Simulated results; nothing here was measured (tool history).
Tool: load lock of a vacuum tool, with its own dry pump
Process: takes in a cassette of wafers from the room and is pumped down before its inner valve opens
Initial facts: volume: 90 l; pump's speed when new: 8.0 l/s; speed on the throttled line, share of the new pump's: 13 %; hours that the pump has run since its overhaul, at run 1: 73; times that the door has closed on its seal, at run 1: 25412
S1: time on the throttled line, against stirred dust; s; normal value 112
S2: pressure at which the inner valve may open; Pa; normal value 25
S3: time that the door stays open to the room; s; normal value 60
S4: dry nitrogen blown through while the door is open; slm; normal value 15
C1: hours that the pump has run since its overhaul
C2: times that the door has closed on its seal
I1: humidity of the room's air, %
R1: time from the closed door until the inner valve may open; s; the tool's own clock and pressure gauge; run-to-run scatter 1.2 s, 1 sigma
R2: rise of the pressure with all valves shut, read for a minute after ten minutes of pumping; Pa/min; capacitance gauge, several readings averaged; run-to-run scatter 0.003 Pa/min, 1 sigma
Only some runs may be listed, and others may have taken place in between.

run 1 hour=0 | S1=112 S2=25 S3=60 S4=15 | C1=73 C2=25412 | I1=47 | R1=192.2 R2=0.093
run 2 hour=130.7 | S1=112 S2=22 S3=60 S4=15 | C1=203 C2=25875 | I1=44.2 | R1=194.1 R2=0.092
run 3 hour=238.1 | S1=112 S2=25 S3=60 S4=15 | C1=311 C2=26255 | I1=43.4 | R1=192.4 R2=0.102
run 4 hour=314.7 | S1=112 S2=25 S3=60 S4=15 | C1=387 C2=26526 | I1=46.8 | R1=193.4 R2=0.096
run 5 hour=395.5 | S1=112 S2=25 S3=60 S4=15 | C1=468 C2=26813 | I1=45.6 | R1=193.3 R2=0.102
run 6 hour=484.3 | S1=112 S2=25 S3=60 S4=15 | C1=557 C2=27127 | I1=49.3 | R1=193.2 R2=0.101
run 7 hour=546.4 | S1=112 S2=25 S3=60 S4=15 | C1=619 C2=27347 | I1=44.8 | R1=191.4 R2=0.098
run 8 hour=622.7 | S1=194 S2=21 S3=100 S4=15 | C1=695 C2=27617 | I1=44.4 | R1=266.5 R2=0.11
run 9 hour=750.8 | S1=168 S2=25 S3=29 S4=15 | C1=823 C2=28071 | I1=46.2 | R1=241.7 R2=0.102
run 10 hour=874.4 | S1=112 S2=35 S3=60 S4=8 | C1=947 C2=28509 | I1=43.7 | R1=188.8 R2=0.114
run 11 hour=1004.5 | S1=70 S2=25 S3=60 S4=15 | C1=1077 C2=28970 | I1=44.6 | R1=157.8 R2=0.104
run 12 hour=1111.1 | S1=70 S2=25 S3=60 S4=15 | C1=1184 C2=29348 | I1=46.9 | R1=157 R2=0.108
run 13 hour=1191.5 | S1=104 S2=25 S3=60 S4=15 | C1=1264 C2=29633 | I1=43.8 | R1=187.6 R2=0.113

Below are 3 alternative next runs, each starting from the tool's condition after run 13. Predict each:
run A hour=1274 | S1=104 S2=25 S3=60 S4=6 | C1=1347 C2=29925 | I1=44.4 | R1=? R2=?
run B hour=1274 | S1=104 S2=25 S3=60 S4=10 | C1=1347 C2=29925 | I1=43.1 | R1=? R2=?
run C hour=1274 | S1=162 S2=37 S3=60 S4=15 | C1=1347 C2=29925 | I1=44.7 | R1=? R2=?

run=A R1=187.9 R2=0.128
run=B R1=185.7 R2=0.119
run=C R1=234.4 R2=0.111
The same runs, with their run-to-run variation unchanged, on a tool lacking any hidden condition would have given:
run=A R1=185.5 R2=0.031
run=B R1=183.3 R2=0.023
run=C R1=232.1 R2=0.016

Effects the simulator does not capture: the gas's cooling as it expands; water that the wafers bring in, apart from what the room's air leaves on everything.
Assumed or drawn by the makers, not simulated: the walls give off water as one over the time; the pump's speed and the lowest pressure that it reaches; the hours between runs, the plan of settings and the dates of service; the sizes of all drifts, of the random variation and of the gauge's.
